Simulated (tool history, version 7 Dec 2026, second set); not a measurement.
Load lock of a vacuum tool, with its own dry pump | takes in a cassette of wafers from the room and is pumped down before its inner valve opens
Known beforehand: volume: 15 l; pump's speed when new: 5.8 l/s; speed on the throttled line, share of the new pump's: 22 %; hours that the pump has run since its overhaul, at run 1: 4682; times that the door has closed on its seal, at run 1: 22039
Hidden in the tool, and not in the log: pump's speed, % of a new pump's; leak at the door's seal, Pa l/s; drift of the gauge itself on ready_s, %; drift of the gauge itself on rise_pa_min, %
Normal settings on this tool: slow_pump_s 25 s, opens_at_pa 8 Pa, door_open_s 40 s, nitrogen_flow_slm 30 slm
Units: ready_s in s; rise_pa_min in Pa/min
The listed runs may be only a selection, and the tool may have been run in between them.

| run | hour | slow_pump_s | opens_at_pa | door_open_s | nitrogen_flow_slm | hours that the pump has run since its overhaul | times that the door has closed on its seal | incoming humidity of the room's air, % | ready_s | rise_pa_min |
|---|---|---|---|---|---|---|---|---|---|---|
| 1 | 0.0 | 25 | 8 | 40 | 30 | 4682 | 22039 | 45.7 | 45.9 | 0.205 |
| 2 | 88.9 | 25 | 8 | 40 | 30 | 4770 | 22275 | 45.6 | 46.2 | 0.198 |
| 3 | 192.5 | 25 | 8 | 40 | 30 | 4874 | 22549 | 47.9 | 46.0 | 0.205 |
| 4 | 351.1 | 25 | 8 | 40 | 30 | 5033 | 22969 | 43.4 | 45.7 | 0.207 |
| 5 | 510.8 | 16 | 8 | 40 | 30 | 5192 | 23392 | 46.2 | 39.5 | 0.218 |
| 6 | 698.0 | 25 | 8 | 40 | 30 | 5380 | 23888 | 43.9 | 46.2 | 0.220 |
| 7 | 820.9 | 25 | 8 | 40 | 30 | 5502 | 24214 | 42.4 | 46.0 | 0.225 |
| 8 | 1019.0 | 25 | 8 | 40 | 30 | 5701 | 24738 | 45.7 | 46.2 | 0.229 |
| 9 | 1117.1 | 25 | 8 | 40 | 30 | 5799 | 24998 | 45.2 | 46.5 | 0.234 |
| 10 | 1302.8 | 25 | 8 | 40 | 30 | 5984 | 25490 | 46.4 | 46.5 | 0.248 |
| 11 | 1452.0 | 25 | 8 | 40 | 30 | 6134 | 25885 | 47.5 | 46.1 | 0.249 |
| 12 | 1634.2 | 25 | 8 | 40 | 30 | 6316 | 26368 | 50.7 | 46.9 | 0.251 |
| 13 | 1799.0 | 25 | 8 | 40 | 30 | 6481 | 26804 | 43.1 | 46.5 | 0.259 |
| 14 | 2007.9 | 25 | 8 | 40 | 30 | 6689 | 27358 | 48.3 | 46.7 | 0.273 |
| 15 | 2117.1 | 25 | 8 | 40 | 30 | 6799 | 27647 | 43.7 | 46.9 | 0.275 |
| 16 | 2233.9 | 25 | 8 | 40 | 30 | 6915 | 27956 | 46.3 | 46.4 | 0.279 |
| 17 | 2391.0 | 25 | 8 | 40 | 30 | 7073 | 28373 | 45.3 | 47.0 | 0.284 |
| 18 | 2601.5 | 25 | 8 | 40 | 30 | 7283 | 28930 | 43.7 | 46.6 | 0.299 |
| 19 | 2763.3 | 25 | 8 | 40 | 30 | 7445 | 29359 | 43.9 | 46.6 | 0.292 |
| 20 | 2955.7 | 25 | 8 | 61 | 30 | 7637 | 29869 | 44.9 | 47.3 | 0.309 |

Forecast run 21:
| 21 | 3104.9 | 25 | 8 | 61 | 30 | 7786 | 30264 | 43.7 | ? | ? |

{"run 21": {"ready_s": 46.8, "rise_pa_min": 0.32}}
Minus the tool's unlogged condition, the same run would have read ready_s 43.7 s, rise_pa_min 0.019 Pa/min.

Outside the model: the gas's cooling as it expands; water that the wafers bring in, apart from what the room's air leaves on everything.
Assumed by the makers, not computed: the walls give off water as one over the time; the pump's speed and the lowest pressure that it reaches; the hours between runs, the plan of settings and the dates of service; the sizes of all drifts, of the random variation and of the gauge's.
